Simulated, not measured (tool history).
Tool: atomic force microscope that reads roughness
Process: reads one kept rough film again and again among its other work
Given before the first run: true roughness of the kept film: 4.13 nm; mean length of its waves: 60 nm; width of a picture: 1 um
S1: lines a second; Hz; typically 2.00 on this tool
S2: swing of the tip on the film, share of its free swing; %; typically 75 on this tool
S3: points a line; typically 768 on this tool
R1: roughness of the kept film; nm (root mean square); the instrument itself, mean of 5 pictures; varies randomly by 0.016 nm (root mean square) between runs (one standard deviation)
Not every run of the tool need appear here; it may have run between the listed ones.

{"run": 1, "hour": 0.0, "S1": 2.0, "S2": 75, "S3": 768, "R1": 3.467}
{"hour": 47.1, "done": "new tip fitted"}
{"run": 2, "hour": 47.3, "S1": 2.0, "S2": 75, "S3": 768, "R1": 3.691}
{"run": 3, "hour": 76.7, "S1": 2.0, "S2": 75, "S3": 768, "R1": 3.672}
{"run": 4, "hour": 107.3, "S1": 2.0, "S2": 75, "S3": 768, "R1": 3.581}
{"run": 5, "hour": 162.6, "S1": 2.0, "S2": 75, "S3": 768, "R1": 3.486}
{"hour": 213.0, "done": "new tip fitted"}
{"run": 6, "hour": 221.5, "S1": 2.0, "S2": 75, "S3": 768, "R1": 3.706}
{"run": 7, "hour": 253.2, "S1": 2.0, "S2": 75, "S3": 768, "R1": 3.613}
{"run": 8, "hour": 282.5, "S1": 2.0, "S2": 75, "S3": 768, "R1": 3.544}
{"hour": 317.6, "done": "height scale calibrated on a step standard"}
{"run": 9, "hour": 335.4, "S1": 2.0, "S2": 75, "S3": 768, "R1": 3.424}
{"hour": 380.8, "done": "new tip fitted"}
{"run": 10, "hour": 390.4, "S1": 2.0, "S2": 75, "S3": 768, "R1": 3.649}
{"run": 11, "hour": 435.2, "S1": 2.0, "S2": 75, "S3": 768, "R1": 3.567}
{"run": 12, "hour": 461.1, "S1": 2.0, "S2": 75, "S3": 768, "R1": 3.523}
{"hour": 484.8, "done": "height scale calibrated on a step standard, once more"}
{"run": 13, "hour": 499.9, "S1": 2.0, "S2": 75, "S3": 768, "R1": 3.503}
{"hour": 548.3, "done": "new tip fitted"}
{"run": 14, "hour": 560.2, "S1": 2.0, "S2": 75, "S3": 768, "R1": 3.735}
{"run": 15, "hour": 615.3, "S1": 2.0, "S2": 75, "S3": 768, "R1": 3.601}
{"run": 16, "hour": 678.6, "S1": 2.0, "S2": 75, "S3": 768, "R1": 3.497}
{"hour": 718.0, "done": "new tip fitted"}
{"run": 17, "hour": 722.0, "S1": 2.01, "S2": 75, "S3": 768, "R1": 3.705}
{"run": 18, "hour": 773.8, "S1": 2.01, "S2": 75, "S3": 768, "R1": 3.618}
{"run": 19, "hour": 817.4, "S1": 2.01, "S2": 75, "S3": 768, "R1": 3.534}
{"run": 20, "hour": 879.3, "S1": 2.01, "S2": 75, "S3": 768, "R1": 3.383}
{"hour": 884.0, "done": "new tip fitted"}
{"run": 21, "hour": 940.6, "S1": 2.0, "S2": 75, "S3": 714, "R1": 3.602}
{"run": 22, "hour": 1003.8, "S1": 2.0, "S2": 89, "S3": 443, "R1": 3.244}
{"run": 23, "hour": 1041.4, "S1": 2.0, "S2": 89, "S3": 443, "R1": 3.188}
{"hour": 1050.6, "done": "new tip fitted"}
{"run": 24, "hour": 1087.2, "S1": 2.0, "S2": 89, "S3": 443, "R1": 3.446}
{"run": 25, "hour": 1134.5, "S1": 2.0, "S2": 59, "S3": 443, "R1": 3.687}
{"run": 26, "hour": 1168.9, "S1": 2.0, "S2": 75, "S3": 395, "R1": 3.486}
{"hour": 1218.7, "done": "new tip fitted"}
{"run": 27, "hour": 1226.5, "S1": 2.0, "S2": 75, "S3": 395, "R1": 3.715}
{"run": 28, "hour": 1263.5, "S1": 2.0, "S2": 75, "S3": 395, "R1": 3.609}

Run 29 is up next; what results do you expect?
{"run": 29, "hour": 1309.0, "S1": 1.69, "S2": 66, "S3": 818, "R1": "?"}

For run 29 the tool returned R1 3.639 nm (root mean square).
On a tool with no hidden condition, and with the same random variation, this run would have come out at R1 3.860 nm (root mean square).
